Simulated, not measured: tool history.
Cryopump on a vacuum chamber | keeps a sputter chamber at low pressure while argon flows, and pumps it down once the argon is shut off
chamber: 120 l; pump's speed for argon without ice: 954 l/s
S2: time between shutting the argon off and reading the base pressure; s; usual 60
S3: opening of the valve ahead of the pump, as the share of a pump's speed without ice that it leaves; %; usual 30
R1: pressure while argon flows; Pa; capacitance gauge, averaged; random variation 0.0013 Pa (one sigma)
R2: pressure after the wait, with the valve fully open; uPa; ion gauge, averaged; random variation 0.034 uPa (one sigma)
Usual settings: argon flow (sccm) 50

run 1 day=0.000 | argon_flow_(sccm)=50 S2=60 S3=30 | R1=0.3043 R2=2.34
run 2 day=0.929 | argon_flow_(sccm)=50 S2=60 S3=30 | R1=0.3048 R2=2.35
run 3 day=2.121 | argon_flow_(sccm)=50 S2=60 S3=30 | R1=0.3049 R2=2.32
run 4 day=3.258 | argon_flow_(sccm)=50 S2=60 S3=30 | R1=0.3068 R2=2.26
run 5 day=4.192 | argon_flow_(sccm)=50 S2=79 S3=30 | R1=0.3067 R2=2.02
run 6 day=5.558 | argon_flow_(sccm)=50 S2=79 S3=30 | R1=0.3089 R2=2.02
run 7 day=6.462 | argon_flow_(sccm)=68 S2=60 S3=30 | R1=0.4200 R2=2.36
run 8 day=7.375 | argon_flow_(sccm)=64 S2=60 S3=30 | R1=0.3956 R2=2.33
run 9 day=8.712 | argon_flow_(sccm)=50 S2=60 S3=30 | R1=0.3126 R2=2.46
run 10 day=9.667 | argon_flow_(sccm)=50 S2=60 S3=30 | R1=0.3123 R2=2.51
run 11 day=10.454 | argon_flow_(sccm)=50 S2=60 S3=30 | R1=0.3108 R2=2.46
run 12 day=11.133 | argon_flow_(sccm)=50 S2=60 S3=38 | R1=0.2491 R2=2.47
run 13 day=12.279 | argon_flow_(sccm)=50 S2=60 S3=38 | R1=0.2512 R2=2.50
run 14 day=13.192 | argon_flow_(sccm)=50 S2=60 S3=30 | R1=0.3115 R2=2.47
run 15 day=13.883 | argon_flow_(sccm)=50 S2=60 S3=30 | R1=0.3166 R2=2.52
run 16 day=14.658 | argon_flow_(sccm)=50 S2=60 S3=30 | R1=0.3168 R2=2.49
run 17 day=15.862 | argon_flow_(sccm)=50 S2=60 S3=30 | R1=0.3163 R2=2.49

The next listed run, before its measurement:
run 18 day=17.033 | argon_flow_(sccm)=50 S2=60 S3=30 | R1=? R2=?

Run 18 gave R1 0.3163 Pa, R2 2.49 uPa.
Without the tool's hidden state the same run would have given R1 0.2955 Pa, R2 1.84 uPa.

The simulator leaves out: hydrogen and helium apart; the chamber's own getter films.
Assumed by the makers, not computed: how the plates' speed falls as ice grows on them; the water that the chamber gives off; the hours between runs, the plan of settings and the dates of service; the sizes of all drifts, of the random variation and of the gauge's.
